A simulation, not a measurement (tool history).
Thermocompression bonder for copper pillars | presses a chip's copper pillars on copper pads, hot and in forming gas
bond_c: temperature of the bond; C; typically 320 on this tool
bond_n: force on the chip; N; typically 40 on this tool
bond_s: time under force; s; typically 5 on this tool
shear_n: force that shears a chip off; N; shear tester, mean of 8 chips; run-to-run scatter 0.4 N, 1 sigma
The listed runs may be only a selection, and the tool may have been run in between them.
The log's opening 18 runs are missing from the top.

| run | day | bond_c | bond_n | bond_s | hours of work since the heater was calibrated | hours of work since the force cell was calibrated | hours of work since the gas filter was changed | shear_n |
|---|---|---|---|---|---|---|---|---|
| 19 | 14.971 | 320 | 40 | 5 | 783 | 224 | 125 | 74.2 |
| 20 | 15.858 | 320 | 40 | 5 | 792 | 233 | 135 | 73.2 |
| 21 | 16.846 | 320 | 46 | 5 | 803 | 243 | 145 | 78.2 |
| 22 | 18.021 | 313 | 39 | 6 | 815 | 255 | 157 | 72 |
| 23 | 18.971 | 313 | 39 | 6 | 825 | 265 | 167 | 72.2 |
| 24 | 19.862 | 324 | 38 | 5 | 834 | 275 | 177 | 74.1 |
| 25 | 20.462 | 311 | 26 | 5 | 841 | 281 | 183 | 53.2 |
| 26 | 21.3 | 309 | 26 | 4 | 849 | 290 | 192 | 48.5 |
| 27 | 22.342 | 338 | 58 | 5 | 860 | 301 | 203 | 92 |
| 28 | 22.933 | 300 | 51 | 3 | 866 | 307 | 209 | 61 |
| 29 | 23.767 | 302 | 59 | 8 | 875 | 316 | 218 | 84.5 |
| 30 | 24.521 | 349 | 30 | 7 | 883 | 324 | 225 | 83.4 |
| 31 | 25.221 | 292 | 31 | 3 | 890 | 331 | 233 | 40.8 |
| 32 | 26.412 | 292 | 31 | 3 | 903 | 343 | 245 | 40.5 |
| 33 | 27.546 | 292 | 31 | 3 | 915 | 355 | 257 | 41 |
| 34 | 28.821 | 341 | 25 | 10 | 928 | 369 | 271 | 80.1 |
| 35 | 29.633 | 320 | 40 | 3 | 937 | 377 | 279 | 64 |
| 36 | 30.617 | 320 | 40 | 3 | 947 | 387 | 289 | 63.5 |
| 37 | 31.208 | 320 | 40 | 3 | 953 | 394 | 296 | 64.3 |
| 38 | 32.471 | 320 | 40 | 3 | 966 | 407 | 309 | 63.7 |
| 39 | 33.471 | 320 | 40 | 9 | 977 | 417 | 319 | 82.8 |
| 40 | 34.125 | 342 | 32 | 13 | 984 | 424 | 326 | 90.8 |
| 41 | 35.25 | 342 | 32 | 13 | 996 | 436 | 338 | 90.9 |

Consider 3 possible next runs. They are alternatives, not a sequence: every one starts from the tool as it was left by run 41. What does each give?
| A | 36.346 | 320 | 40 | 12 | 1007 | 447 | 349 | ? |
| B | 36.346 | 309 | 25 | 7 | 1007 | 447 | 349 | ? |
| C | 36.346 | 342 | 32 | 8 | 1007 | 447 | 349 | ? |

| run | shear_n |
|---|---|
| A | 87.8 |
| B | 57 |
| C | 83.9 |
Stripped of hidden state, with their random variation kept, the same runs would have yielded:
| run | shear_n |
|---|---|
| A | 87.9 |
| B | 57.1 |
| C | 84 |
